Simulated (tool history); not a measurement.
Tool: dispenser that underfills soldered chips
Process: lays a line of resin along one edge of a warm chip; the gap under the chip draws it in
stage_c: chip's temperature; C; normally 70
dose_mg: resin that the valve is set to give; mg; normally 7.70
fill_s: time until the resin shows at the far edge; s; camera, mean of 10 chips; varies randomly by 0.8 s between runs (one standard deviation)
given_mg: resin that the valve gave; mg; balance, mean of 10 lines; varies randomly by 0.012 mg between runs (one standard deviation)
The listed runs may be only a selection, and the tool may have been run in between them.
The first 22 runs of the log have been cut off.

{"hour": 177.4, "done": "dispensing valve cleaned and set on the balance"}
{"hour": 186.1, "done": "new syringe of resin"}
{"run": 23, "hour": 187.2, "stage_c": 63, "dose_mg": 8.85, "fill_s": 112.3, "given_mg": 8.83}
{"run": 24, "hour": 193.7, "stage_c": 63, "dose_mg": 8.17, "fill_s": 143.1, "given_mg": 8.14}
{"hour": 195.7, "done": "new syringe of resin"}
{"run": 25, "hour": 203.0, "stage_c": 63, "dose_mg": 8.17, "fill_s": 137.8, "given_mg": 8.1}
{"hour": 205.4, "done": "new syringe of resin"}
{"run": 26, "hour": 207.9, "stage_c": 64, "dose_mg": 7.6, "fill_s": 117.6, "given_mg": 7.55}
{"hour": 215.0, "done": "new syringe of resin"}
{"run": 27, "hour": 219.0, "stage_c": 74, "dose_mg": 9.23, "fill_s": 69.9, "given_mg": 9.12}
{"hour": 225.1, "done": "new syringe of resin"}
{"run": 28, "hour": 225.6, "stage_c": 70, "dose_mg": 8.9, "fill_s": 78.8, "given_mg": 8.79}
{"run": 29, "hour": 232.2, "stage_c": 70, "dose_mg": 9.21, "fill_s": 98.4, "given_mg": 9.13}
{"hour": 234.9, "done": "new syringe of resin"}
{"run": 30, "hour": 241.5, "stage_c": 82, "dose_mg": 9.67, "fill_s": 54.5, "given_mg": 9.54}
{"hour": 244.8, "done": "new syringe of resin"}
{"run": 31, "hour": 250.1, "stage_c": 85, "dose_mg": 6.65, "fill_s": 49.8, "given_mg": 6.56}
{"hour": 254.4, "done": "new syringe of resin"}
{"run": 32, "hour": 257.9, "stage_c": 64, "dose_mg": 7.66, "fill_s": 119.1, "given_mg": 7.53}
{"hour": 264.2, "done": "new syringe of resin"}
{"run": 33, "hour": 268.2, "stage_c": 64, "dose_mg": 7.71, "fill_s": 122.7, "given_mg": 7.58}
{"run": 34, "hour": 273.1, "stage_c": 71, "dose_mg": 7.71, "fill_s": 101.2, "given_mg": 7.57}
{"hour": 273.9, "done": "new syringe of resin"}
{"hour": 284.1, "done": "new syringe of resin"}
{"run": 35, "hour": 284.7, "stage_c": 71, "dose_mg": 8.74, "fill_s": 75.6, "given_mg": 8.54}
{"hour": 293.8, "done": "new syringe of resin"}
{"run": 36, "hour": 294.8, "stage_c": 74, "dose_mg": 8.72, "fill_s": 65.0, "given_mg": 8.51}

What if the next run were any one of these 3? Each begins from the tool's condition after run 36:
{"run": "A", "hour": 301.2, "stage_c": 70, "dose_mg": 7.73, "fill_s": "?", "given_mg": "?"}
{"run": "B", "hour": 301.2, "stage_c": 74, "dose_mg": 9.42, "fill_s": "?", "given_mg": "?"}
{"run": "C", "hour": 301.2, "stage_c": 82, "dose_mg": 8.9, "fill_s": "?", "given_mg": "?"}

run=A fill_s=101.9 given_mg=7.55
run=B fill_s=80.5 given_mg=9.18
run=C fill_s=56.6 given_mg=8.66
With the hidden condition removed and each run's random variation left untouched, the same runs would have given:
run=A fill_s=75.7 given_mg=7.75
run=B fill_s=60.0 given_mg=9.42
run=C fill_s=42.4 given_mg=8.89
